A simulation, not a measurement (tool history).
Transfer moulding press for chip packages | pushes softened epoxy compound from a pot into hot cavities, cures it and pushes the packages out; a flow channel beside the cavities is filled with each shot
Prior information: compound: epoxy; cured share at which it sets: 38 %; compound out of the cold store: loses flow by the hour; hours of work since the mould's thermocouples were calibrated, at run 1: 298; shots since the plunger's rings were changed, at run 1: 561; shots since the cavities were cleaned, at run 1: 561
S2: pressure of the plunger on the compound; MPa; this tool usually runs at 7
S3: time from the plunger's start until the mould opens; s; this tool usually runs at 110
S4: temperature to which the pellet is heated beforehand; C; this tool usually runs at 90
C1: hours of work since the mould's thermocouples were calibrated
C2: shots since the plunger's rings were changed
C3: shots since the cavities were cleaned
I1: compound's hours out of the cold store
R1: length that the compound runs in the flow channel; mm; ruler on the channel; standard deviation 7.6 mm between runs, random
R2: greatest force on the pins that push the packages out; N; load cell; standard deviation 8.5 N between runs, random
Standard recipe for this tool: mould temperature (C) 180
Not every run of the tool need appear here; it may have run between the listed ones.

{"run": 1, "day": 0.0, "mould temperature (C)": 180, "S2": 7, "S3": 110, "S4": 90, "C1": 298, "C2": 561, "C3": 561, "I1": 34.2, "R1": 841, "R2": 626}
{"run": 2, "day": 1.392, "mould temperature (C)": 180, "S2": 7, "S3": 110, "S4": 90, "C1": 316, "C2": 871, "C3": 871, "I1": 14.1, "R1": 927, "R2": 733}
{"day": 1.65, "done": "cavities cleaned with cleaning compound and waxed"}
{"run": 3, "day": 2.458, "mould temperature (C)": 180, "S2": 7, "S3": 110, "S4": 90, "C1": 330, "C2": 1094, "C3": 180, "I1": 41.3, "R1": 807, "R2": 790}
{"run": 4, "day": 3.408, "mould temperature (C)": 180, "S2": 7, "S3": 110, "S4": 90, "C1": 343, "C2": 1305, "C3": 391, "I1": 43.7, "R1": 793, "R2": 820}
{"run": 5, "day": 4.788, "mould temperature (C)": 180, "S2": 7, "S3": 110, "S4": 90, "C1": 361, "C2": 1611, "C3": 697, "I1": 43.4, "R1": 786, "R2": 748}
{"day": 5.721, "done": "cavities cleaned with cleaning compound and waxed"}
{"run": 6, "day": 6.454, "mould temperature (C)": 180, "S2": 7, "S3": 110, "S4": 90, "C1": 382, "C2": 1968, "C3": 164, "I1": 39.8, "R1": 796, "R2": 492}
{"day": 7.279, "done": "cavities cleaned with cleaning compound and waxed, once more"}
{"day": 7.646, "done": "mould's thermocouples calibrated"}
{"run": 7, "day": 8.167, "mould temperature (C)": 180, "S2": 7, "S3": 110, "S4": 90, "C1": 7, "C2": 2316, "C3": 178, "I1": 27.4, "R1": 850, "R2": 465}
{"run": 8, "day": 9.712, "mould temperature (C)": 180, "S2": 7, "S3": 148, "S4": 85, "C1": 28, "C2": 2660, "C3": 522, "I1": 31.4, "R1": 823, "R2": 485}
{"run": 9, "day": 10.996, "mould temperature (C)": 180, "S2": 6.49, "S3": 146, "S4": 90, "C1": 45, "C2": 2945, "C3": 807, "I1": 12.2, "R1": 872, "R2": 526}
{"day": 11.471, "done": "cavities cleaned with cleaning compound and waxed"}
{"run": 10, "day": 12.258, "mould temperature (C)": 175, "S2": 5.38, "S3": 110, "S4": 91, "C1": 61, "C2": 3212, "C3": 175, "I1": 8.2, "R1": 839, "R2": 742}

Branching from run 10: 3 alternative next runs. What would each branch give?
{"run": "A", "day": 13.438, "mould temperature (C)": 180, "S2": 7.68, "S3": 110, "S4": 83, "C1": 76, "C2": 3473, "C3": 436, "I1": 26.3, "R1": "?", "R2": "?"}
{"run": "B", "day": 13.438, "mould temperature (C)": 187, "S2": 7, "S3": 120, "S4": 90, "C1": 76, "C2": 3473, "C3": 436, "I1": 21.8, "R1": "?", "R2": "?"}
{"run": "C", "day": 13.438, "mould temperature (C)": 172, "S2": 7, "S3": 110, "S4": 90, "C1": 76, "C2": 3473, "C3": 436, "I1": 19.8, "R1": "?", "R2": "?"}

run=A R1=866 R2=592
run=B R1=826 R2=423
run=C R1=883 R2=1086
Without the tool's hidden state the same runs would have given:
run=A R1=932 R2=387
run=B R1=888 R2=275
run=C R1=951 R2=711
